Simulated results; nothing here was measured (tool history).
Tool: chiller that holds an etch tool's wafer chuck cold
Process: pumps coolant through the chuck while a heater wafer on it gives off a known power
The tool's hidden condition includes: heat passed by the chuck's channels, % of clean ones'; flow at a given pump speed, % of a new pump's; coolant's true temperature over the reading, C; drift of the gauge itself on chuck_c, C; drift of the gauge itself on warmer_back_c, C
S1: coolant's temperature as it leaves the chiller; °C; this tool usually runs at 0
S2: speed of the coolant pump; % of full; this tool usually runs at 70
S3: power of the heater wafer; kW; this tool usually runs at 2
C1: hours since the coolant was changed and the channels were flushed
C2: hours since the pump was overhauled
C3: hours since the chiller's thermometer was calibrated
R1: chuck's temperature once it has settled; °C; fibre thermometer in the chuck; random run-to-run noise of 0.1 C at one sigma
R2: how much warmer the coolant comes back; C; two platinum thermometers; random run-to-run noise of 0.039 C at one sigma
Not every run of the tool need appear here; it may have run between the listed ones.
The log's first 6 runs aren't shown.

run,hour,S1,S2,S3,C1,C2,C3,R1,R2
7,128.3,0,70,2,717,793,2735,24.8,8.19
8,150.5,-5,70,2,739,815,2757,19.8,8.12
9,166.7,6,70,2,756,832,2773,31,8.14
10,188,6,70,2,777,853,2794,30.9,8.16
11,205.9,9,70,2,795,871,2812,33.9,8.15
12,225.1,9,70,2,814,890,2831,34.1,8.21
13,254.5,-8,70,2,843,919,2861,17,8.12
14,286,-8,70,2,875,951,2892,17,8.17
# hour 294.2: coolant pump overhauled
15,324.8,0,70,2.388,909,31,2926,29.9,9.88
16,343,0,70,2.403,927,49,2944,30.4,9.9
17,375.9,5,73,2.976,960,82,2977,41.7,11.78
18,403.2,-2,98,2.679,987,109,3004,25.6,7.8
19,422.3,-2,98,2.679,1006,128,3024,25.6,7.77
20,455.5,2,72,1.965,1039,161,3057,26.4,7.84
21,473,-1,72,1.965,1057,179,3074,23.3,7.82
# hour 492.8: coolant pump overhauled, once more
22,510.3,0,65,2,1089,17,3107,25.9,8.59
23,533.7,9,81,1.619,1112,41,3130,27.2,5.5
24,561.6,5,94,1.765,1140,69,3158,23.2,5.18
25,592.3,-6,66,1.765,1171,99,3189,16.6,7.53
26,607.9,9,61,1.325,1187,115,3204,26.7,6.19
27,642.5,2,83,2,1221,150,3239,24.6,6.71
28,664.7,6,81,1.128,1244,172,3261,18.7,3.92
29,685.5,-7,61,2.294,1264,193,3282,24.1,10.55
30,704.8,9,66,2.216,1284,212,3301,37.6,9.39
31,735.5,9,66,2.216,1314,243,3332,37.7,9.44

Estimate the outcome of run 32 from the log above:
32,769.2,7,70,2,1348,276,3365,?,?

Run 32 came out at R1 32 °C, R2 8.01 C.
Take away the tool's hidden state, keep the run-to-run variation as it was, and the same run would have given R1 31.3 °C, R2 8.05 C.

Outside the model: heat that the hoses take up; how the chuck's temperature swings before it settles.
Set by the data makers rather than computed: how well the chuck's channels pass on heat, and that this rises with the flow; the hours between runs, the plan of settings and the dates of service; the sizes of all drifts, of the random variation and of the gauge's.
